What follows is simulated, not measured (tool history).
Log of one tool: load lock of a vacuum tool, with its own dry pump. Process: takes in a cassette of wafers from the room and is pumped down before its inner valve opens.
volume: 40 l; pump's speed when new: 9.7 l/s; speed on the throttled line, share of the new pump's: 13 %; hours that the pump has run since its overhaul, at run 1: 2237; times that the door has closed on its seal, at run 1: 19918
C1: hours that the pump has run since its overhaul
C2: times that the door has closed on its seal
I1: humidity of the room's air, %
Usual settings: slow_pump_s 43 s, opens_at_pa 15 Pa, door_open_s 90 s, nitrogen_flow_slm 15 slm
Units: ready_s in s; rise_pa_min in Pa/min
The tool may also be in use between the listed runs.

{"run": 1, "hour": 0.0, "slow_pump_s": 43, "opens_at_pa": 15, "door_open_s": 90, "nitrogen_flow_slm": 15, "C1": 2237, "C2": 19918, "I1": 40.9, "ready_s": 74.5, "rise_pa_min": 0.027}
{"run": 2, "hour": 232.2, "slow_pump_s": 43, "opens_at_pa": 15, "door_open_s": 90, "nitrogen_flow_slm": 15, "C1": 2469, "C2": 20720, "I1": 42.6, "ready_s": 74.2, "rise_pa_min": 0.032}
{"run": 3, "hour": 501.5, "slow_pump_s": 43, "opens_at_pa": 15, "door_open_s": 90, "nitrogen_flow_slm": 15, "C1": 2738, "C2": 21649, "I1": 46.0, "ready_s": 74.5, "rise_pa_min": 0.036}
{"run": 4, "hour": 655.3, "slow_pump_s": 43, "opens_at_pa": 15, "door_open_s": 116, "nitrogen_flow_slm": 15, "C1": 2892, "C2": 22179, "I1": 42.5, "ready_s": 74.3, "rise_pa_min": 0.037}
{"run": 5, "hour": 888.3, "slow_pump_s": 43, "opens_at_pa": 15, "door_open_s": 116, "nitrogen_flow_slm": 15, "C1": 3125, "C2": 22983, "I1": 43.5, "ready_s": 73.7, "rise_pa_min": 0.042}
{"run": 6, "hour": 1140.4, "slow_pump_s": 43, "opens_at_pa": 15, "door_open_s": 116, "nitrogen_flow_slm": 15, "C1": 3377, "C2": 23853, "I1": 44.4, "ready_s": 73.8, "rise_pa_min": 0.04}
{"run": 7, "hour": 1392.5, "slow_pump_s": 43, "opens_at_pa": 15, "door_open_s": 116, "nitrogen_flow_slm": 15, "C1": 3629, "C2": 24723, "I1": 46.8, "ready_s": 73.6, "rise_pa_min": 0.043}
{"run": 8, "hour": 1536.4, "slow_pump_s": 43, "opens_at_pa": 15, "door_open_s": 116, "nitrogen_flow_slm": 15, "C1": 3773, "C2": 25219, "I1": 48.5, "ready_s": 73.7, "rise_pa_min": 0.041}
{"run": 9, "hour": 1734.0, "slow_pump_s": 43, "opens_at_pa": 15, "door_open_s": 116, "nitrogen_flow_slm": 15, "C1": 3970, "C2": 25901, "I1": 42.8, "ready_s": 74.0, "rise_pa_min": 0.04}
{"run": 10, "hour": 1929.2, "slow_pump_s": 43, "opens_at_pa": 15, "door_open_s": 115, "nitrogen_flow_slm": 15, "C1": 4166, "C2": 26574, "I1": 44.4, "ready_s": 74.7, "rise_pa_min": 0.037}
{"run": 11, "hour": 2207.5, "slow_pump_s": 43, "opens_at_pa": 13, "door_open_s": 90, "nitrogen_flow_slm": 15, "C1": 4444, "C2": 27534, "I1": 43.6, "ready_s": 73.0, "rise_pa_min": 0.037}
{"run": 12, "hour": 2349.9, "slow_pump_s": 43, "opens_at_pa": 13, "door_open_s": 90, "nitrogen_flow_slm": 15, "C1": 4586, "C2": 28026, "I1": 43.1, "ready_s": 74.5, "rise_pa_min": 0.038}
{"run": 13, "hour": 2544.2, "slow_pump_s": 43, "opens_at_pa": 13, "door_open_s": 90, "nitrogen_flow_slm": 15, "C1": 4781, "C2": 28696, "I1": 42.7, "ready_s": 74.7, "rise_pa_min": 0.034}
{"run": 14, "hour": 2705.5, "slow_pump_s": 43, "opens_at_pa": 21, "door_open_s": 90, "nitrogen_flow_slm": 15, "C1": 4942, "C2": 29253, "I1": 47.1, "ready_s": 72.9, "rise_pa_min": 0.039}
{"run": 15, "hour": 2826.6, "slow_pump_s": 43, "opens_at_pa": 21, "door_open_s": 90, "nitrogen_flow_slm": 15, "C1": 5063, "C2": 29670, "I1": 47.6, "ready_s": 72.4, "rise_pa_min": 0.035}
{"run": 16, "hour": 2975.6, "slow_pump_s": 43, "opens_at_pa": 21, "door_open_s": 90, "nitrogen_flow_slm": 15, "C1": 5212, "C2": 30185, "I1": 41.7, "ready_s": 71.7, "rise_pa_min": 0.029}
{"run": 17, "hour": 3213.3, "slow_pump_s": 43, "opens_at_pa": 21, "door_open_s": 90, "nitrogen_flow_slm": 15, "C1": 5450, "C2": 31005, "I1": 42.2, "ready_s": 72.0, "rise_pa_min": 0.033}
{"run": 18, "hour": 3379.5, "slow_pump_s": 43, "opens_at_pa": 21, "door_open_s": 90, "nitrogen_flow_slm": 15, "C1": 5616, "C2": 31578, "I1": 42.7, "ready_s": 72.4, "rise_pa_min": 0.036}
{"run": 19, "hour": 3663.7, "slow_pump_s": 65, "opens_at_pa": 15, "door_open_s": 90, "nitrogen_flow_slm": 15, "C1": 5900, "C2": 32559, "I1": 45.0, "ready_s": 92.7, "rise_pa_min": 0.038}
{"run": 20, "hour": 3877.6, "slow_pump_s": 65, "opens_at_pa": 15, "door_open_s": 90, "nitrogen_flow_slm": 15, "C1": 6114, "C2": 33297, "I1": 43.5, "ready_s": 93.3, "rise_pa_min": 0.033}
{"run": 21, "hour": 4030.3, "slow_pump_s": 65, "opens_at_pa": 15, "door_open_s": 90, "nitrogen_flow_slm": 15, "C1": 6267, "C2": 33823, "I1": 47.2, "ready_s": 93.7, "rise_pa_min": 0.038}
{"run": 22, "hour": 4203.1, "slow_pump_s": 49, "opens_at_pa": 15, "door_open_s": 63, "nitrogen_flow_slm": 9, "C1": 6440, "C2": 34420, "I1": 45.1, "ready_s": 79.4, "rise_pa_min": 0.038}
{"run": 23, "hour": 4446.8, "slow_pump_s": 49, "opens_at_pa": 15, "door_open_s": 63, "nitrogen_flow_slm": 9, "C1": 6683, "C2": 35260, "I1": 49.2, "ready_s": 79.3, "rise_pa_min": 0.04}
{"run": 24, "hour": 4660.1, "slow_pump_s": 36, "opens_at_pa": 12, "door_open_s": 63, "nitrogen_flow_slm": 9, "C1": 6897, "C2": 35996, "I1": 43.9, "ready_s": 69.2, "rise_pa_min": 0.04}
{"run": 25, "hour": 4868.4, "slow_pump_s": 36, "opens_at_pa": 12, "door_open_s": 102, "nitrogen_flow_slm": 5, "C1": 7105, "C2": 36715, "I1": 47.0, "ready_s": 68.3, "rise_pa_min": 0.069}
{"run": 26, "hour": 5054.7, "slow_pump_s": 33, "opens_at_pa": 20, "door_open_s": 108, "nitrogen_flow_slm": 5, "C1": 7291, "C2": 37358, "I1": 43.0, "ready_s": 64.7, "rise_pa_min": 0.06}
{"run": 27, "hour": 5200.5, "slow_pump_s": 29, "opens_at_pa": 20, "door_open_s": 38, "nitrogen_flow_slm": 36, "C1": 7437, "C2": 37861, "I1": 45.6, "ready_s": 59.5, "rise_pa_min": 0.016}
{"run": 28, "hour": 5334.7, "slow_pump_s": 31, "opens_at_pa": 15, "door_open_s": 33, "nitrogen_flow_slm": 15, "C1": 7571, "C2": 38324, "I1": 42.7, "ready_s": 63.2, "rise_pa_min": 0.028}
{"run": 29, "hour": 5553.5, "slow_pump_s": 31, "opens_at_pa": 15, "door_open_s": 33, "nitrogen_flow_slm": 7, "C1": 7790, "C2": 39079, "I1": 45.8, "ready_s": 63.1, "rise_pa_min": 0.032}
{"run": 30, "hour": 5828.6, "slow_pump_s": 31, "opens_at_pa": 15, "door_open_s": 33, "nitrogen_flow_slm": 7, "C1": 8065, "C2": 40028, "I1": 41.5, "ready_s": 63.4, "rise_pa_min": 0.031}
{"run": 31, "hour": 6005.3, "slow_pump_s": 31, "opens_at_pa": 15, "door_open_s": 33, "nitrogen_flow_slm": 7, "C1": 8242, "C2": 40637, "I1": 47.7, "ready_s": 64.1, "rise_pa_min": 0.033}
{"run": 32, "hour": 6230.2, "slow_pump_s": 35, "opens_at_pa": 15, "door_open_s": 90, "nitrogen_flow_slm": 16, "C1": 8467, "C2": 41413, "I1": 43.0, "ready_s": 66.9, "rise_pa_min": 0.033}
{"run": 33, "hour": 6463.4, "slow_pump_s": 46, "opens_at_pa": 29, "door_open_s": 27, "nitrogen_flow_slm": 5, "C1": 8700, "C2": 42218, "I1": 45.1, "ready_s": 73.3, "rise_pa_min": 0.038}
{"run": 34, "hour": 6643.8, "slow_pump_s": 22, "opens_at_pa": 18, "door_open_s": 110, "nitrogen_flow_slm": 15, "C1": 8880, "C2": 42840, "I1": 47.7, "ready_s": 54.6, "rise_pa_min": 0.04}
{"run": 35, "hour": 6872.7, "slow_pump_s": 35, "opens_at_pa": 15, "door_open_s": 26, "nitrogen_flow_slm": 15, "C1": 9109, "C2": 43630, "I1": 47.1, "ready_s": 66.8, "rise_pa_min": 0.018}
{"run": 36, "hour": 7048.3, "slow_pump_s": 35, "opens_at_pa": 15, "door_open_s": 26, "nitrogen_flow_slm": 15, "C1": 9285, "C2": 44236, "I1": 42.4, "ready_s": 66.0, "rise_pa_min": 0.02}
{"run": 37, "hour": 7212.9, "slow_pump_s": 38, "opens_at_pa": 13, "door_open_s": 176, "nitrogen_flow_slm": 15, "C1": 9449, "C2": 44804, "I1": 45.9, "ready_s": 69.9, "rise_pa_min": 0.05}

3 ways to go on from here, each from the tool as it stands after run 37. What would each give?
{"run": "A", "hour": 7439.1, "slow_pump_s": 77, "opens_at_pa": 15, "door_open_s": 224, "nitrogen_flow_slm": 36, "C1": 9676, "C2": 45584, "I1": 43.8, "ready_s": "?", "rise_pa_min": "?"}
{"run": "B", "hour": 7439.1, "slow_pump_s": 38, "opens_at_pa": 25, "door_open_s": 176, "nitrogen_flow_slm": 37, "C1": 9676, "C2": 45584, "I1": 42.5, "ready_s": "?", "rise_pa_min": "?"}
{"run": "C", "hour": 7439.1, "slow_pump_s": 43, "opens_at_pa": 11, "door_open_s": 90, "nitrogen_flow_slm": 15, "C1": 9676, "C2": 45584, "I1": 45.6, "ready_s": "?", "rise_pa_min": "?"}

run=A ready_s=102.6 rise_pa_min=0.032
run=B ready_s=67.5 rise_pa_min=0.024
run=C ready_s=74.9 rise_pa_min=0.029
Without the tool's hidden state the same runs would have given:
run=A ready_s=102.5 rise_pa_min=0.030
run=B ready_s=67.4 rise_pa_min=0.022
run=C ready_s=74.8 rise_pa_min=0.027
